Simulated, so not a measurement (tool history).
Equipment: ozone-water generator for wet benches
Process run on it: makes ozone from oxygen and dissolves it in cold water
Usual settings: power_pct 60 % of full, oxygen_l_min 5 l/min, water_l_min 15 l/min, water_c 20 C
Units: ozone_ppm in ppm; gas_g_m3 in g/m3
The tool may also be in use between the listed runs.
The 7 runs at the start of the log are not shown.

run,hour,power_pct,oxygen_l_min,water_l_min,water_c,hours of work since the electrodes were changed,hours of work since the contactor was cleaned,hours of work since the thermometer was calibrated,ozone_ppm,gas_g_m3
8,969.7,99,5,15,20,2657,6439,511,34.4,301.9
9,1144.8,60,8.16,15,20,2789,6571,644,22.5,161.2
10,1291.2,60,8.16,15,20,2900,6682,754,22.4,160
11,1468.4,60,8.16,15,20,3034,6815,888,22,161.2
12,1574.7,60,8.16,15,20,3114,6896,968,22.3,159.7
13,1721.9,60,5,15,25,3225,7007,1079,19.9,189.8
# hour 1737.8: contactor cleaned
14,1821.8,60,5,15,25,3298,63,1152,20,190.4
15,2009.6,60,5,15,25,3439,205,1293,19.6,193.3
16,2130.8,60,5,15,25,3531,297,1385,19.6,191.8
# hour 2199.3: contactor cleaned, once more
17,2308.6,60,5,15,25,3662,83,1516,20.8,191.9
18,2488.6,84,4.9,9,20,3798,218,1652,41.1,259.2
19,2674.9,60,4.02,15,20,3939,359,1793,21.9,207.4
20,2771.6,44,2.71,15,23,4012,432,1866,14.8,184.9
21,2949.4,56,2.71,15,16,4146,566,2000,19.8,225.7
22,3027.9,57,5.66,15,20,4205,626,2059,21.1,174.6
23,3206.5,76,5.66,10,15,4340,760,2194,39.2,222.8
24,3294.2,76,5.66,20,17,4406,827,2260,23,220.5
25,3437,81,5,14,20,4514,935,2368,30.2,245.9
26,3539.2,81,5,14,20,4591,1012,2445,29.9,245.6
27,3670.5,81,4.37,19,20,4690,1111,2544,23.3,256.9
28,3765.8,60,5,9,20,4762,1183,2616,30.6,189.4
29,3862.2,60,5,9,20,4835,1256,2689,30.8,188.1
30,4037,60,4.03,14,20,4967,1388,2821,22.5,205.3
31,4153.8,97,4.74,15,21,5055,1476,2909,31.7,288.7
32,4338.3,44,2.57,15,21,5195,1615,3049,14.6,184.9

Predict each of these 5 candidate next runs independently; none follows another, all start after run 32:
A,4516.4,41,5,15,20,5329,1750,3183,?,?
B,4516.4,55,5.85,15,20,5329,1750,3183,?,?
C,4516.4,66,4.79,15,17,5329,1750,3183,?,?
D,4516.4,83,2.57,18,21,5329,1750,3183,?,?
E,4516.4,60,6.58,9,15,5329,1750,3183,?,?

run,ozone_ppm,gas_g_m3
A,15.7,136
B,20.5,164.3
C,24.9,207.7
D,21.2,319.4
E,33.5,170.5
With the hidden condition removed and each run's random variation left untouched, the same runs would have given:
run,ozone_ppm,gas_g_m3
A,16.5,140.9
B,21.9,173.3
C,26.8,221.4
D,23.1,345.1
E,35.9,180.8
